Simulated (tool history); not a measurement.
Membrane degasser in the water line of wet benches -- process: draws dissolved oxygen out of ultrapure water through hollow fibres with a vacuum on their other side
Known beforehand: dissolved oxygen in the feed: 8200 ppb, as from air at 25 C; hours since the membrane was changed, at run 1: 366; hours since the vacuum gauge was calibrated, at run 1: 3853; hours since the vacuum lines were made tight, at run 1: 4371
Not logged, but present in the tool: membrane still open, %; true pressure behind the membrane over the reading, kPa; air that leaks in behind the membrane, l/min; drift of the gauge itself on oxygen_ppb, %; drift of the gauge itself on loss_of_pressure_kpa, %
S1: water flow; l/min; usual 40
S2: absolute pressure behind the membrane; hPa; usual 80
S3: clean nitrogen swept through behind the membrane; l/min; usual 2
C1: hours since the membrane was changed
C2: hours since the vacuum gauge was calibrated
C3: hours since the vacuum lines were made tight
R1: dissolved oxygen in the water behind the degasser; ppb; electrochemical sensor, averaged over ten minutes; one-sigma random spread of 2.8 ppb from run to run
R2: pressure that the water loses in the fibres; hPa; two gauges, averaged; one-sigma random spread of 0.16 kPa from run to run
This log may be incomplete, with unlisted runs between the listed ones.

run 1 hour=0 | S1=40 S2=80 S3=2 | C1=366 C2=3853 C3=4371 | R1=279.2 R2=339.5
run 2 hour=182.5 | S1=40 S2=80 S3=2 | C1=548 C2=4035 C3=4553 | R1=279.9 R2=337.8
run 3 hour=350.5 | S1=40 S2=80 S3=2 | C1=717 C2=4203 C3=4721 | R1=280.9 R2=338.2
run 4 hour=534.6 | S1=40 S2=80 S3=2 | C1=901 C2=4387 C3=4905 | R1=275.7 R2=339.1
run 5 hour=693.5 | S1=25 S2=80 S3=2 | C1=1060 C2=4546 C3=5064 | R1=150.3 R2=211.3
run 6 hour=1018 | S1=25 S2=80 S3=2 | C1=1384 C2=4871 C3=5389 | R1=149.1 R2=211.8
-- hour=1155.9 seals of the vacuum lines changed
run 7 hour=1277.7 | S1=25 S2=62.7 S3=2 | C1=1642 C2=5128 C3=122 | R1=98.7 R2=211.4
run 8 hour=1581.1 | S1=25 S2=62.7 S3=2 | C1=1945 C2=5432 C3=425 | R1=99.4 R2=210
run 9 hour=1847.6 | S1=25 S2=62.7 S3=2 | C1=2212 C2=5698 C3=692 | R1=101.1 R2=208.7
-- hour=1987.2 vacuum gauge calibrated
run 10 hour=2031.8 | S1=25 S2=62.7 S3=2 | C1=2395 C2=45 C3=875 | R1=99.6 R2=211
run 11 hour=2364.9 | S1=40 S2=80 S3=2 | C1=2728 C2=378 C3=1208 | R1=279 R2=336
run 12 hour=2564.3 | S1=40 S2=80 S3=2 | C1=2928 C2=577 C3=1408 | R1=278.1 R2=336.1

What will run 13 give?
run 13 hour=2862.6 | S1=56 S2=106.7 S3=2 | C1=3226 C2=875 C3=1706 | R1=? R2=?

R1: 612.1 ppb
R2: 466 hPa
Minus the tool's unlogged condition, the same run would have read R1 611.6 ppb, R2 473.5 hPa.

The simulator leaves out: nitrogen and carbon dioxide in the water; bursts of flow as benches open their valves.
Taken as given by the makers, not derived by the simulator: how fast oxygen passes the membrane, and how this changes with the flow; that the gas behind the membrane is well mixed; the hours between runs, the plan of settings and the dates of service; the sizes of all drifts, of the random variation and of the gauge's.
